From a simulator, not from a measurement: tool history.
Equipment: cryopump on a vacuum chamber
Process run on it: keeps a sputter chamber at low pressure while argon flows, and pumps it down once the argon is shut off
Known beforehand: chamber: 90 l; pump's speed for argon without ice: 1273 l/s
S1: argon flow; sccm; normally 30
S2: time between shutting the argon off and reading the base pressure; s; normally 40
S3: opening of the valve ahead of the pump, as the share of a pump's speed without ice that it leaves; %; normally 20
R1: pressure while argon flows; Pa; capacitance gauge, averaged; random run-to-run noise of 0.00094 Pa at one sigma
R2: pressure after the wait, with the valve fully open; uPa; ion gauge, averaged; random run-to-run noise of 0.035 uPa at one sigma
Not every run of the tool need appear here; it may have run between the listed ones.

| run | hour | S1 | S2 | S3 | R1 | R2 |
|---|---|---|---|---|---|---|
| 1 | 0 | 30 | 40 | 20 | 0.2024 | 4.88 |
| 2 | 57.5 | 30 | 40 | 20 | 0.2029 | 4.82 |
| 3 | 125.8 | 30 | 40 | 20 | 0.2017 | 4.89 |
| 4 | 164.1 | 30 | 40 | 49 | 0.085 | 4.9 |
| 5 | 228.2 | 30 | 40 | 39 | 0.1055 | 4.87 |
| 6 | 292.5 | 30 | 40 | 20 | 0.2023 | 4.94 |
| 7 | 336.6 | 30 | 40 | 20 | 0.2044 | 5.08 |
| 8 | 387.3 | 24 | 40 | 20 | 0.162 | 5.05 |
|  | 431 | leaking fittings of the chamber tightened, without venting |
| 9 | 472.3 | 30 | 40 | 30 | 0.1358 | 1.97 |
| 10 | 509.4 | 30 | 40 | 30 | 0.1371 | 2.07 |
| 11 | 582.5 | 30 | 40 | 29 | 0.1421 | 2.01 |
| 12 | 663.7 | 30 | 40 | 29 | 0.143 | 2.09 |
| 13 | 728.5 | 30 | 40 | 29 | 0.142 | 2.03 |
| 14 | 812.8 | 30 | 40 | 29 | 0.1432 | 2.12 |
| 15 | 894.6 | 30 | 40 | 20 | 0.2052 | 2.25 |
| 16 | 950.3 | 30 | 40 | 20 | 0.2057 | 2.28 |
| 17 | 985.2 | 30 | 40 | 20 | 0.207 | 2.23 |
| 18 | 1038.2 | 59 | 219 | 20 | 0.4051 | 0.89 |
| 19 | 1106.3 | 59 | 219 | 20 | 0.4064 | 0.98 |
| 20 | 1189.1 | 59 | 219 | 20 | 0.4083 | 1.02 |
| 21 | 1248 | 53 | 170 | 35 | 0.2154 | 1.2 |
| 22 | 1298.5 | 53 | 170 | 35 | 0.215 | 1.22 |
| 23 | 1346.3 | 60 | 170 | 16 | 0.518 | 1.19 |
| 24 | 1420.5 | 60 | 170 | 16 | 0.517 | 1.23 |
| 25 | 1474.8 | 30 | 278 | 20 | 0.2074 | 1.13 |
| 26 | 1520 | 30 | 278 | 20 | 0.208 | 1.13 |
|  | 1564.7 | pump warmed up, emptied and cooled again |
| 27 | 1564.7 | 19 | 40 | 20 | 0.1266 | 2.42 |
| 28 | 1606.7 | 19 | 40 | 47 | 0.0542 | 2.52 |
| 29 | 1664.7 | 20 | 40 | 32 | 0.0841 | 2.47 |
| 30 | 1743.5 | 33 | 87 | 42 | 0.1068 | 1.64 |
| 31 | 1780 | 33 | 87 | 42 | 0.1067 | 1.64 |
| 32 | 1853.3 | 45 | 31 | 39 | 0.1565 | 3.08 |
| 33 | 1921.7 | 17 | 107 | 20 | 0.1143 | 1.6 |
| 34 | 1986.3 | 17 | 50 | 38 | 0.0611 | 2.39 |

What if the next run were any one of these 4? Each begins from the tool's condition after run 34:
| A | 2038.3 | 46 | 122 | 59 | ? | ? |
| B | 2038.3 | 30 | 40 | 35 | ? | ? |
| C | 2038.3 | 36 | 143 | 30 | ? | ? |
| D | 2038.3 | 30 | 30 | 20 | ? | ? |

| run | R1 | R2 |
|---|---|---|
| A | 0.1077 | 1.54 |
| B | 0.1167 | 2.79 |
| C | 0.1626 | 1.49 |
| D | 0.2034 | 3.38 |
With the hidden condition removed and each run's random variation left untouched, the same runs would have given:
| run | R1 | R2 |
|---|---|---|
| A | 0.1033 | 0.76 |
| B | 0.1138 | 1.98 |
| C | 0.1591 | 0.71 |
| D | 0.2005 | 2.57 |
